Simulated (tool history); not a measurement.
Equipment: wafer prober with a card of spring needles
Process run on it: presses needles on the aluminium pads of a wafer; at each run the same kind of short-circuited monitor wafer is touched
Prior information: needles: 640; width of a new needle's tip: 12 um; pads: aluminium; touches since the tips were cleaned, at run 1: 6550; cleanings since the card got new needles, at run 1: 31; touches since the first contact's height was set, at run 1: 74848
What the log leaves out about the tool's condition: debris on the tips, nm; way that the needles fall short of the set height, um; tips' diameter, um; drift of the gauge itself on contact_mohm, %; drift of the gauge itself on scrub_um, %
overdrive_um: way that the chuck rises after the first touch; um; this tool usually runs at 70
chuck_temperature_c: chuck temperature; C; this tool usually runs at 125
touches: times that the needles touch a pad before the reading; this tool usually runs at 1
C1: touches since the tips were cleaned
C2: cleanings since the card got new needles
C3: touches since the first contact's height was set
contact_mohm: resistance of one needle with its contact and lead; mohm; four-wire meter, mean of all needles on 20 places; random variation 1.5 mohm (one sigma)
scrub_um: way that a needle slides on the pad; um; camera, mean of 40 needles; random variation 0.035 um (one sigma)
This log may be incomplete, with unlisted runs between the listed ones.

Run 1, day 0.000: usual settings; C1 6550; C2 31; C3 74848. Result: contact_mohm 144 mohm, scrub_um 15.64 um.
At day 0.292: tips cleaned on abrasive film.
At day 1.454: tips cleaned on abrasive film.
At day 2.688: tips cleaned on abrasive film.
Run 2, day 2.892: usual settings; C1 1282; C2 34; C3 92947. Result: contact_mohm 141 mohm, scrub_um 15.66 um.
At day 4.042: tips cleaned on abrasive film.
At day 5.275: tips cleaned on abrasive film.
Run 3, day 6.275: usual settings; C1 6288; C2 36; C3 114153. Result: contact_mohm 147 mohm, scrub_um 15.58 um.
At day 6.433: tips cleaned on abrasive film.
At day 7.729: tips cleaned on abrasive film.
At day 9.075: tips cleaned on abrasive film.
Run 4, day 9.292: usual settings; C1 1383; C2 39; C3 133037. Result: contact_mohm 146 mohm, scrub_um 15.60 um.
At day 10.421: tips cleaned on abrasive film.
Run 5, day 11.292: usual settings; C1 5462; C2 40; C3 145558. Result: contact_mohm 144 mohm, scrub_um 15.63 um.
At day 11.579: tips cleaned on abrasive film.
At day 12.842: tips cleaned on abrasive film.
At day 14.029: tips cleaned on abrasive film.
Run 6, day 14.662: usual settings but chuck_temperature_c 66 C; C1 3970; C2 43; C3 166669. Result: contact_mohm 136 mohm, scrub_um 15.58 um.
At day 15.358: tips cleaned on abrasive film.
At day 16.746: tips cleaned on abrasive film.
Run 7, day 17.438: usual settings but chuck_temperature_c 66 C; C1 4360; C2 45; C3 184067. Result: contact_mohm 135 mohm, scrub_um 15.54 um.
At day 18.017: tips cleaned on abrasive film.
At day 19.225: tips cleaned on abrasive film.
At day 19.642: height of the first contact set anew.
Run 8, day 20.138: usual settings but chuck_temperature_c 66 C; C1 5644; C2 47; C3 3119. Result: contact_mohm 134 mohm, scrub_um 15.52 um.
At day 20.429: tips cleaned on abrasive film.
At day 21.600: tips cleaned on abrasive film.
At day 22.888: tips cleaned on abrasive film.
Run 9, day 23.446: usual settings but touches 2; C1 3492; C2 50; C3 23822. Result: contact_mohm 145 mohm, scrub_um 15.52 um.
At day 24.179: tips cleaned on abrasive film.
At day 25.562: tips cleaned on abrasive film.
At day 26.950: tips cleaned on abrasive film.
Run 10, day 26.979: usual settings but chuck_temperature_c 122 C, touches 2; C1 174; C2 53; C3 45952. Result: contact_mohm 143 mohm, scrub_um 15.53 um.
At day 28.242: tips cleaned on abrasive film.
Run 11, day 29.196: usual settings but chuck_temperature_c 122 C; C1 6004; C2 54; C3 59864. Result: contact_mohm 145 mohm, scrub_um 15.50 um.
At day 29.446: tips cleaned on abrasive film.
At day 30.721: tips cleaned on abrasive film.
Run 12, day 31.467: usual settings but chuck_temperature_c 122 C; C1 4687; C2 56; C3 74086. Result: contact_mohm 143 mohm, scrub_um 15.51 um.
At day 32.004: tips cleaned on abrasive film.
At day 33.300: tips cleaned on abrasive film.
Run 13, day 34.275: usual settings but chuck_temperature_c 122 C; C1 6140; C2 58; C3 91677. Result: contact_mohm 146 mohm, scrub_um 15.51 um.
At day 34.567: tips cleaned on abrasive film.
At day 35.838: tips cleaned on abrasive film.
At day 37.112: tips cleaned on abrasive film.
Run 14, day 37.575: usual settings; C1 2905; C2 61; C3 112326. Result: contact_mohm 145 mohm, scrub_um 15.48 um.
At day 38.433: tips cleaned on abrasive film.
At day 39.846: tips cleaned on abrasive film.
Run 15, day 40.317: usual settings but overdrive_um 66 um; C1 2949; C2 63; C3 129509. Result: contact_mohm 148 mohm, scrub_um 14.57 um.
At day 41.221: tips cleaned on abrasive film.
At day 42.592: tips cleaned on abrasive film.
Run 16, day 43.642: usual settings but overdrive_um 66 um; C1 6583; C2 65; C3 150343. Result: contact_mohm 149 mohm, scrub_um 14.61 um.
At day 43.838: tips cleaned on abrasive film.
At day 44.996: tips cleaned on abrasive film.
At day 46.217: tips cleaned on abrasive film.
Run 17, day 47.100: usual settings but overdrive_um 63 um, chuck_temperature_c 94 C; C1 5554; C2 68; C3 172008. Result: contact_mohm 141 mohm, scrub_um 13.95 um.
At day 47.392: tips cleaned on abrasive film.
At day 48.729: tips cleaned on abrasive film.
Run 18, day 48.767: usual settings but overdrive_um 68 um, chuck_temperature_c 29 C; C1 229; C2 70; C3 182421. Result: contact_mohm 128 mohm, scrub_um 15.02 um.
At day 49.917: tips cleaned on abrasive film.
Run 19, day 50.971: usual settings but chuck_temperature_c 58 C, touches 2; C1 6635; C2 71; C3 196248. Result: contact_mohm 130 mohm, scrub_um 15.42 um.
At day 51.262: tips cleaned on abrasive film.
At day 51.275: height of the first contact set anew.
At day 52.650: tips cleaned on abrasive film.
Run 20, day 53.771: usual settings but overdrive_um 85 um, chuck_temperature_c 56 C; C1 7028; C2 73; C3 15660. Result: contact_mohm 131 mohm, scrub_um 18.69 um.
At day 53.929: tips cleaned on abrasive film.
At day 55.225: tips cleaned on abrasive film.
Run 21, day 55.429: usual settings but overdrive_um 85 um, chuck_temperature_c 56 C; C1 1271; C2 75; C3 26033. Result: contact_mohm 128 mohm, scrub_um 18.79 um.
At day 56.529: tips cleaned on abrasive film.
At day 57.904: tips cleaned on abrasive film.
Run 22, day 59.017: usual settings but overdrive_um 52 um, chuck_temperature_c 99 C; C1 6988; C2 77; C3 48527. Result: contact_mohm 146 mohm, scrub_um 11.47 um.
At day 59.308: tips cleaned on abrasive film.
At day 60.533: tips cleaned on abrasive film.
Run 23, day 60.596: usual settings but overdrive_um 52 um, chuck_temperature_c 99 C; C1 409; C2 79; C3 58410. Result: contact_mohm 142 mohm, scrub_um 11.49 um.
At day 61.767: tips cleaned on abrasive film.
At day 62.933: tips cleaned on abrasive film.
Run 24, day 63.754: usual settings but overdrive_um 52 um, chuck_temperature_c 99 C; C1 5170; C2 81; C3 78202. Result: contact_mohm 147 mohm, scrub_um 11.42 um.
At day 64.133: tips cleaned on abrasive film.
At day 65.492: tips cleaned on abrasive film.
Run 25, day 65.529: usual settings but overdrive_um 60 um, chuck_temperature_c 88 C, touches 2; C1 241; C2 83; C3 89300. Result: contact_mohm 141 mohm, scrub_um 13.19 um.
At day 66.900: tips cleaned on abrasive film.
Run 26, day 67.242: usual settings but overdrive_um 75 um, chuck_temperature_c 42 C, touches 2; C1 2152; C2 84; C3 100042. Result: contact_mohm 130 mohm, scrub_um 16.46 um.
At day 68.146: tips cleaned on abrasive film.
Run 27, day 68.967: usual settings but overdrive_um 65 um, chuck_temperature_c 59 C; C1 5156; C2 85; C3 110838. Result: contact_mohm 138 mohm, scrub_um 14.24 um.
At day 69.458: tips cleaned on abrasive film.
At day 70.750: tips cleaned on abrasive film.
At day 71.938: tips cleaned on abrasive film.
Run 28, day 72.171: usual settings but overdrive_um 65 um, chuck_temperature_c 59 C; C1 1463; C2 88; C3 130898. Result: contact_mohm 136 mohm, scrub_um 14.29 um.
At day 73.296: tips cleaned on abrasive film.
At day 74.512: tips cleaned on abrasive film.
Run 29, day 74.638: usual settings but overdrive_um 65 um, chuck_temperature_c 63 C; C1 804; C2 90; C3 146360. Result: contact_mohm 135 mohm, scrub_um 14.33 um.

Forecast each of these 3 alternatives for the next run:
At day 75.796: tips cleaned on abrasive film.
Run A, day 76.250: usual settings but overdrive_um 73 um; C1 2866; C2 91; C3 156467. Result: contact_mohm ?, scrub_um ?.
At day 75.796: tips cleaned on abrasive film.
Run B, day 76.250: usual settings but chuck_temperature_c 34 C; C1 2866; C2 91; C3 156467. Result: contact_mohm ?, scrub_um ?.
At day 75.796: tips cleaned on abrasive film.
Run C, day 76.250: usual settings; C1 2866; C2 91; C3 156467. Result: contact_mohm ?, scrub_um ?.

run  contact_mohm  scrub_um
  A           144     16.02
  B           127     15.32
  C           144     15.35
The same runs, with their run-to-run variation unchanged, on a tool lacking any hidden condition would have given:
run  contact_mohm  scrub_um
  A           144     16.28
  B           127     15.57
  C           143     15.60
